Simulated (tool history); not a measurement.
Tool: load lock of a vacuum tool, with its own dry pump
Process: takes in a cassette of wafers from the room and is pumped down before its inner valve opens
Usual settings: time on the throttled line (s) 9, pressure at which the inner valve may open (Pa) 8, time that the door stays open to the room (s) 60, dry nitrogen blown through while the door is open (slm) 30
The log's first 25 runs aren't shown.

| run | hour | time on the throttled line (s) | pressure at which the inner valve may open (Pa) | time that the door stays open to the room (s) | dry nitrogen blown through while the door is open (slm) | incoming humidity of the room's air, % | time from the closed door until the inner valve may open (s) | rise of the pressure with all valves shut (Pa/min) |
|---|---|---|---|---|---|---|---|---|
| 26 | 11093.8 | 4 | 9 | 38 | 6 | 47.5 | 15.15 | 0.132 |
| 27 | 11718.2 | 9 | 7 | 167 | 41 | 41.1 | 18.95 | 0.132 |
| 28 | 12169.5 | 9 | 7 | 167 | 41 | 40.3 | 18.93 | 0.13 |
| 29 | 12628 | 17 | 6 | 167 | 34 | 42.6 | 24.65 | 0.141 |
| 30 | 13286.9 | 5 | 16 | 167 | 34 | 43.3 | 15.19 | 0.155 |
| 31 | 13632.5 | 5 | 16 | 167 | 34 | 46.1 | 15.18 | 0.157 |
| 32 | 14076.1 | 10 | 8 | 131 | 12 | 45.8 | 19.63 | 0.204 |
| 33 | 14358.2 | 9 | 12 | 60 | 30 | 44.8 | 18.36 | 0.157 |
| 34 | 15003.9 | 17 | 15 | 60 | 5 | 43.6 | 23.31 | 0.21 |
| 35 | 15470.8 | 11 | 12 | 91 | 30 | 45.1 | 19.78 | 0.185 |
| 36 | 16040.4 | 11 | 12 | 91 | 30 | 46.6 | 19.8 | 0.194 |

Forecast each of these 3 alternatives for the next run:
|  | 16618.9 | dry pump taken out, an overhauled one fitted |
| A | 16686.5 | 11 | 12 | 91 | 30 | 45.7 | ? | ? |
|  | 16618.9 | dry pump taken out, an overhauled one fitted |
| B | 16686.5 | 9 | 14 | 60 | 30 | 45 | ? | ? |
|  | 16618.9 | dry pump taken out, an overhauled one fitted |
| C | 16686.5 | 9 | 8 | 157 | 36 | 48.3 | ? | ? |

| run | time from the closed door until the inner valve may open (s) | rise of the pressure with all valves shut (Pa/min) |
|---|---|---|
| A | 18.42 | 0.207 |
| B | 17.02 | 0.189 |
| C | 17.63 | 0.211 |
Without the tool's hidden state the same runs would have given:
| run | time from the closed door until the inner valve may open (s) | rise of the pressure with all valves shut (Pa/min) |
|---|---|---|
| A | 18.46 | 0.039 |
| B | 17.06 | 0.024 |
| C | 17.68 | 0.042 |

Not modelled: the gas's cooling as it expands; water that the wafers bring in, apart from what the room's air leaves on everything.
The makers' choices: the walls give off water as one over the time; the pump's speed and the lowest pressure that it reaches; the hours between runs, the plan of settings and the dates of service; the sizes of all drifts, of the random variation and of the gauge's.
